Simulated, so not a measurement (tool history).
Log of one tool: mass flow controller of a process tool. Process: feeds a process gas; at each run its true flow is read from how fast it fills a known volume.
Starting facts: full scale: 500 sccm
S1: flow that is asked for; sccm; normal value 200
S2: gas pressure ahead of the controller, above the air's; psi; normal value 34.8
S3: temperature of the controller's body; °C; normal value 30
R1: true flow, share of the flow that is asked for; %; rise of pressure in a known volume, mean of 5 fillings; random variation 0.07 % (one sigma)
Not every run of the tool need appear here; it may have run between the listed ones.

run 1 hour=0.0 | S1=200 S2=34.8 S3=30 | R1=97.52
run 2 hour=222.3 | S1=200 S2=34.8 S3=30 | R1=97.43
run 3 hour=484.7 | S1=200 S2=34.8 S3=30 | R1=97.39
run 4 hour=691.4 | S1=200 S2=23.1 S3=30 | R1=96.95
run 5 hour=978.5 | S1=200 S2=34.8 S3=27 | R1=97.32
run 6 hour=1138.9 | S1=200 S2=34.8 S3=27 | R1=97.36
run 7 hour=1340.2 | S1=181 S2=24.4 S3=29 | R1=96.24
run 8 hour=1601.3 | S1=309 S2=29.6 S3=24 | R1=98.42
run 9 hour=1864.6 | S1=62 S2=34.8 S3=26 | R1=89.37
-- hour=1885.9 controller's zero set anew
run 10 hour=2034.8 | S1=201 S2=20.7 S3=31 | R1=95.49
run 11 hour=2270.5 | S1=200 S2=39.3 S3=34 | R1=96.33
run 12 hour=2431.4 | S1=200 S2=34.1 S3=39 | R1=96.25

4 options for the next run, each taken on its own from the tool as it stands now. Forecast them:
run A hour=2666.0 | S1=59 S2=35.0 S3=30 | R1=?
run B hour=2666.0 | S1=200 S2=34.1 S3=25 | R1=?
run C hour=2666.0 | S1=61 S2=26.4 S3=30 | R1=?
run D hour=2666.0 | S1=200 S2=36.8 S3=29 | R1=?

run=A R1=84.34
run=B R1=95.69
run=C R1=84.42
run=D R1=96.13
Take away the tool's hidden state, keep each run's random variation, and the runs would have read:
run=A R1=98.80
run=B R1=99.06
run=C R1=98.36
run=D R1=99.50
